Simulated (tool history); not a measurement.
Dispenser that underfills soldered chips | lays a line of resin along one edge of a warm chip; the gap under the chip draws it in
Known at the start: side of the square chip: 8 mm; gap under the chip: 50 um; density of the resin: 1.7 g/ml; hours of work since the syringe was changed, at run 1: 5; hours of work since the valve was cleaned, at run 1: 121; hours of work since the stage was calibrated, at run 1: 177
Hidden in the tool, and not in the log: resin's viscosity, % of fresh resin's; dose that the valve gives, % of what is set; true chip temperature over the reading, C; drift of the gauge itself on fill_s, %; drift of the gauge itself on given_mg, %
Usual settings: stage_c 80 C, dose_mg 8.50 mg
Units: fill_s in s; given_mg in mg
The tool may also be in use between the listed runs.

| run | hour | stage_c | dose_mg | hours of work since the syringe was changed | hours of work since the valve was cleaned | hours of work since the stage was calibrated | fill_s | given_mg |
|---|---|---|---|---|---|---|---|---|
| 1 | 0.0 | 80 | 8.50 | 5 | 121 | 177 | 25.0 | 7.83 |
|  | 6.9 | new syringe of resin |
| 2 | 9.4 | 80 | 8.50 | 2 | 128 | 183 | 22.4 | 7.69 |
| 3 | 13.3 | 80 | 8.50 | 5 | 131 | 186 | 25.1 | 7.81 |
|  | 20.0 | new syringe of resin |
| 4 | 21.0 | 80 | 8.50 | 1 | 136 | 192 | 21.2 | 7.87 |
|  | 26.4 | dispensing valve cleaned and set on the balance |
| 5 | 28.2 | 80 | 8.50 | 5 | 1 | 196 | 25.0 | 8.55 |
| 6 | 32.3 | 80 | 8.50 | 9 | 4 | 200 | 28.1 | 8.46 |
|  | 34.3 | new syringe of resin |
| 7 | 40.3 | 67 | 8.50 | 4 | 10 | 205 | 49.0 | 8.49 |
| 8 | 44.5 | 67 | 8.50 | 8 | 13 | 208 | 55.5 | 8.39 |
|  | 47.2 | new syringe of resin |
| 9 | 51.8 | 90 | 8.50 | 3 | 19 | 214 | 13.5 | 8.37 |
| 10 | 56.1 | 90 | 9.96 | 7 | 22 | 217 | 15.7 | 9.81 |
|  | 60.5 | new syringe of resin |
| 11 | 64.2 | 80 | 9.89 | 3 | 28 | 223 | 22.7 | 9.72 |
| 12 | 71.3 | 80 | 8.50 | 8 | 33 | 228 | 28.0 | 8.38 |
|  | 73.6 | new syringe of resin |
| 13 | 78.9 | 90 | 8.50 | 4 | 39 | 234 | 14.9 | 8.27 |
| 14 | 83.8 | 80 | 9.87 | 8 | 42 | 237 | 27.2 | 9.59 |
|  | 86.5 | new syringe of resin |
| 15 | 88.2 | 80 | 8.50 | 1 | 45 | 240 | 20.4 | 8.25 |
| 16 | 92.5 | 80 | 8.50 | 4 | 48 | 244 | 24.0 | 8.29 |
| 17 | 97.5 | 80 | 8.50 | 8 | 52 | 247 | 28.2 | 8.28 |
|  | 99.5 | new syringe of resin |
| 18 | 105.2 | 80 | 8.50 | 4 | 58 | 253 | 23.5 | 8.12 |
| 19 | 111.2 | 68 | 10.69 | 9 | 62 | 257 | 54.1 | 10.29 |
|  | 112.8 | new syringe of resin |
| 20 | 115.2 | 75 | 7.76 | 2 | 65 | 260 | 28.4 | 7.45 |
| 21 | 124.3 | 75 | 7.76 | 9 | 72 | 267 | 37.8 | 7.36 |
|  | 125.7 | new syringe of resin |
| 22 | 128.8 | 84 | 9.47 | 2 | 75 | 270 | 17.7 | 9.06 |
| 23 | 134.2 | 70 | 9.68 | 6 | 79 | 274 | 42.5 | 9.17 |
|  | 138.8 | new syringe of resin |
| 24 | 142.8 | 79 | 8.99 | 3 | 85 | 280 | 24.2 | 8.67 |
| 25 | 149.1 | 79 | 8.99 | 8 | 90 | 285 | 28.8 | 8.42 |
|  | 152.1 | new syringe of resin |
| 26 | 158.2 | 93 | 7.36 | 5 | 97 | 292 | 12.8 | 6.93 |
|  | 165.2 | new syringe of resin |
| 27 | 166.2 | 86 | 10.63 | 1 | 102 | 298 | 14.3 | 9.90 |
| 28 | 171.2 | 73 | 7.38 | 5 | 106 | 301 | 35.8 | 6.85 |
| 29 | 175.6 | 87 | 8.46 | 8 | 110 | 305 | 18.6 | 7.92 |
|  | 178.0 | new syringe of resin |
| 30 | 180.1 | 80 | 7.75 | 2 | 113 | 308 | 21.4 | 7.22 |
| 31 | 184.7 | 80 | 7.75 | 5 | 116 | 311 | 25.0 | 7.19 |
|  | 191.0 | new syringe of resin |
| 32 | 193.7 | 92 | 8.01 | 2 | 123 | 318 | 12.0 | 7.32 |

How the hidden state differs across the entries between the runs, from the last listed run before each to the first after it:
Between runs 1 and 2: new syringe of resin (hour 6.9)
  resin's viscosity, % of fresh resin's: 121.1 -> 107.9; dose that the valve gives, % of what is set: 92.8 -> 92.36; true chip temperature over the reading, C: 0.87 -> 0.89
  measured less the result without the state, fill_s: +3.7 -> +0.9 s; given_mg: -0.61 -> -0.65 mg
Between runs 3 and 4: new syringe of resin (hour 20.0)
  resin's viscosity, % of fresh resin's: 122.1 -> 102.5; dose that the valve gives, % of what is set: 92.16 -> 91.82; true chip temperature over the reading, C: 0.91 -> 0.93
  measured less the result without the state, fill_s: +3.8 -> -0.2 s; given_mg: -0.67 -> -0.70 mg
Between runs 4 and 5: dispensing valve cleaned and set on the balance (hour 26.4)
  resin's viscosity, % of fresh resin's: 102.5 -> 124.5; dose that the valve gives, % of what is set: 91.82 -> 99.73; true chip temperature over the reading, C: 0.93 -> 0.95
  measured less the result without the state, fill_s: -0.2 -> +4.0 s; given_mg: -0.70 -> -0.02 mg
Between runs 6 and 7: new syringe of resin (hour 34.3)
  resin's viscosity, % of fresh resin's: 141.6 -> 120; dose that the valve gives, % of what is set: 99.54 -> 99.21; true chip temperature over the reading, C: 0.97 -> 0.99
  measured less the result without the state, fill_s: +7.3 -> +5.8 s; given_mg: -0.04 -> -0.07 mg
Between runs 8 and 9: new syringe of resin (hour 47.2)
  resin's viscosity, % of fresh resin's: 136.8 -> 116.8; dose that the valve gives, % of what is set: 99.01 -> 98.73; true chip temperature over the reading, C: 1.01 -> 1.03
  measured less the result without the state, fill_s: +12.7 -> +1.5 s; given_mg: -0.09 -> -0.11 mg
Between runs 10 and 11: new syringe of resin (hour 60.5)
  resin's viscosity, % of fresh resin's: 133.5 -> 111.2; dose that the valve gives, % of what is set: 98.55 -> 98.2; true chip temperature over the reading, C: 1.04 -> 1.07
  measured less the result without the state, fill_s: +3.4 -> +1.1 s; given_mg: -0.14 -> -0.18 mg
Between runs 12 and 13: new syringe of resin (hour 73.6)
  resin's viscosity, % of fresh resin's: 138.8 -> 118.4; dose that the valve gives, % of what is set: 97.87 -> 97.52; true chip temperature over the reading, C: 1.09 -> 1.11
  measured less the result without the state, fill_s: +6.7 -> +1.6 s; given_mg: -0.18 -> -0.21 mg
Between runs 14 and 15: new syringe of resin (hour 86.5)
  resin's viscosity, % of fresh resin's: 138.2 -> 103.3; dose that the valve gives, % of what is set: 97.27 -> 97.1; true chip temperature over the reading, C: 1.12 -> 1.14
  measured less the result without the state, fill_s: +6.4 -> -0.4 s; given_mg: -0.27 -> -0.25 mg
Between runs 17 and 18: new syringe of resin (hour 99.5)
  resin's viscosity, % of fresh resin's: 138.1 -> 119.5; dose that the valve gives, % of what is set: 96.68 -> 96.34; true chip temperature over the reading, C: 1.16 -> 1.19
  measured less the result without the state, fill_s: +6.5 -> +2.7 s; given_mg: -0.28 -> -0.31 mg
Between runs 19 and 20: new syringe of resin (hour 112.8)
  resin's viscosity, % of fresh resin's: 144 -> 107; dose that the valve gives, % of what is set: 96.06 -> 95.89; true chip temperature over the reading, C: 1.21 -> 1.22
  measured less the result without the state, fill_s: +13.9 -> +0.3 s; given_mg: -0.42 -> -0.32 mg
Between runs 21 and 22: new syringe of resin (hour 125.7)
  resin's viscosity, % of fresh resin's: 141.9 -> 109.5; dose that the valve gives, % of what is set: 95.51 -> 95.33; true chip temperature over the reading, C: 1.25 -> 1.26
  measured less the result without the state, fill_s: +9.5 -> +0.5 s; given_mg: -0.34 -> -0.44 mg
Between runs 23 and 24: new syringe of resin (hour 138.8)
  resin's viscosity, % of fresh resin's: 129.7 -> 113.1; dose that the valve gives, % of what is set: 95.07 -> 94.7; true chip temperature over the reading, C: 1.28 -> 1.3
  measured less the result without the state, fill_s: +7.5 -> +1.4 s; given_mg: -0.48 -> -0.47 mg
Between runs 25 and 26: new syringe of resin (hour 152.1)
  resin's viscosity, % of fresh resin's: 137.7 -> 119.4; dose that the valve gives, % of what is set: 94.43 -> 94.04; true chip temperature over the reading, C: 1.32 -> 1.35
  measured less the result without the state, fill_s: +6.6 -> +1.6 s; given_mg: -0.50 -> -0.44 mg
Between runs 26 and 27: new syringe of resin (hour 165.2)
  resin's viscosity, % of fresh resin's: 119.4 -> 100.6; dose that the valve gives, % of what is set: 94.04 -> 93.71; true chip temperature over the reading, C: 1.35 -> 1.37
  measured less the result without the state, fill_s: +1.6 -> -0.9 s; given_mg: -0.44 -> -0.67 mg
Between runs 29 and 30: new syringe of resin (hour 178.0)
  resin's viscosity, % of fresh resin's: 134.9 -> 106.1; dose that the valve gives, % of what is set: 93.28 -> 93.12; true chip temperature over the reading, C: 1.41 -> 1.42
  measured less the result without the state, fill_s: +4.0 -> +0.1 s; given_mg: -0.57 -> -0.53 mg
Between runs 31 and 32: new syringe of resin (hour 191.0)
  resin's viscosity, % of fresh resin's: 122.5 -> 107.8; dose that the valve gives, % of what is set: 92.92 -> 92.54; true chip temperature over the reading, C: 1.44 -> 1.47
  measured less the result without the state, fill_s: +3.3 -> +0.2 s; given_mg: -0.55 -> -0.59 mg
